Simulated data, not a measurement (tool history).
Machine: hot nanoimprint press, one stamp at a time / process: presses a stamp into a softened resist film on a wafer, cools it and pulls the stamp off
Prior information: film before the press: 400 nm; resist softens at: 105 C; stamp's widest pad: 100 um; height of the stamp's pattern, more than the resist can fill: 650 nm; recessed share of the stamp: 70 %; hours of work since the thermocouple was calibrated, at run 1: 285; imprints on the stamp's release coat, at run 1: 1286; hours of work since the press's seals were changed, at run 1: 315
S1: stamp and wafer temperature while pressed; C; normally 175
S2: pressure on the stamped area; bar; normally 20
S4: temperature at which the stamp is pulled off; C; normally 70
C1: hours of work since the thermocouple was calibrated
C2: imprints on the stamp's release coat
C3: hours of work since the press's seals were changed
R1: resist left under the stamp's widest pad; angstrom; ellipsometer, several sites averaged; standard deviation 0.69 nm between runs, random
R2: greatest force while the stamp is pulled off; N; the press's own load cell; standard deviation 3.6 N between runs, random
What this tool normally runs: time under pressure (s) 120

Run 1, day 0: usual settings; C1 285; C2 1286; C3 315. Result: R1 1397 angstrom, R2 257 N.
Run 2, day 0.854: usual settings; C1 299; C2 1348; C3 329. Result: R1 1393 angstrom, R2 245 N.
Run 3, day 1.333: usual settings; C1 306; C2 1382; C3 336. Result: R1 1390 angstrom, R2 261 N.
Run 4, day 1.779: usual settings; C1 314; C2 1414; C3 343. Result: R1 1387 angstrom, R2 256 N.
Run 5, day 2.379: usual settings; C1 323; C2 1457; C3 353. Result: R1 1390 angstrom, R2 256 N.
Run 6, day 3.012: usual settings but S4 61 C; C1 333; C2 1503; C3 363. Result: R1 1391 angstrom, R2 295 N.
Run 7, day 3.617: usual settings but S4 77 C; C1 343; C2 1546; C3 373. Result: R1 1386 angstrom, R2 234 N.
Run 8, day 4.146: usual settings but S4 77 C; C1 351; C2 1584; C3 381. Result: R1 1382 angstrom, R2 234 N.
Run 9, day 5.162: usual settings but S4 72 C; C1 367; C2 1657; C3 397. Result: R1 1387 angstrom, R2 268 N.
Run 10, day 5.888: usual settings but S1 164 C, time under pressure (s) 151, S4 65 C; C1 379; C2 1709; C3 409. Result: R1 1795 angstrom, R2 297 N.
At day 6.283: stamp cleaned and given a new release coat.
At day 6.608: plate thermocouple calibrated.
Run 11, day 7.092: usual settings but S1 164 C, time under pressure (s) 151, S4 75 C; C1 8; C2 49; C3 422. Result: R1 1855 angstrom, R2 164 N.
Run 12, day 7.892: usual settings but S4 57 C; C1 20; C2 107; C3 435. Result: R1 1434 angstrom, R2 216 N.
Run 13, day 8.579: usual settings but S4 57 C; C1 31; C2 156; C3 446. Result: R1 1444 angstrom, R2 228 N.
Run 14, day 9.15: usual settings but S1 167 C, S2 29.5 bar; C1 40; C2 197; C3 455. Result: R1 1519 angstrom, R2 183 N.
Run 15, day 9.783: usual settings but S1 177 C, S2 30.5 bar; C1 50; C2 243; C3 465. Result: R1 1083 angstrom, R2 186 N.
Run 16, day 10.504: usual settings but S1 167 C, S4 56 C; C1 62; C2 294; C3 476. Result: R1 1824 angstrom, R2 238 N.
Run 17, day 11.404: usual settings but S1 167 C, S4 56 C; C1 76; C2 359; C3 491. Result: R1 1831 angstrom, R2 245 N.

What if the next run were any one of these 5? Each begins from the tool's condition after run 17:
Run A, day 11.9: usual settings but S1 167 C, S2 13.7 bar, S4 56 C; C1 84; C2 395; C3 498. Result: R1 ?, R2 ?.
Run B, day 11.9: usual settings but S1 179 C, S2 24.4 bar, time under pressure (s) 86; C1 84; C2 395; C3 498. Result: R1 ?, R2 ?.
Run C, day 11.9: usual settings but S1 179 C, time under pressure (s) 238, S4 56 C; C1 84; C2 395; C3 498. Result: R1 ?, R2 ?.
Run D, day 11.9: usual settings but S1 171 C, S2 17.2 bar, S4 58 C; C1 84; C2 395; C3 498. Result: R1 ?, R2 ?.
Run E, day 11.9: usual settings but S1 184 C; C1 84; C2 395; C3 498. Result: R1 ?, R2 ?.

run    R1   R2
  A  2171  229
  B  1310  200
  C   954  236
  D  1739  232
  E  1100  192
Stripped of hidden state, with their random variation kept, the same runs would have yielded:
run    R1   R2
  A  2177  203
  B  1310  176
  C   955  209
  D  1743  205
  E  1101  170

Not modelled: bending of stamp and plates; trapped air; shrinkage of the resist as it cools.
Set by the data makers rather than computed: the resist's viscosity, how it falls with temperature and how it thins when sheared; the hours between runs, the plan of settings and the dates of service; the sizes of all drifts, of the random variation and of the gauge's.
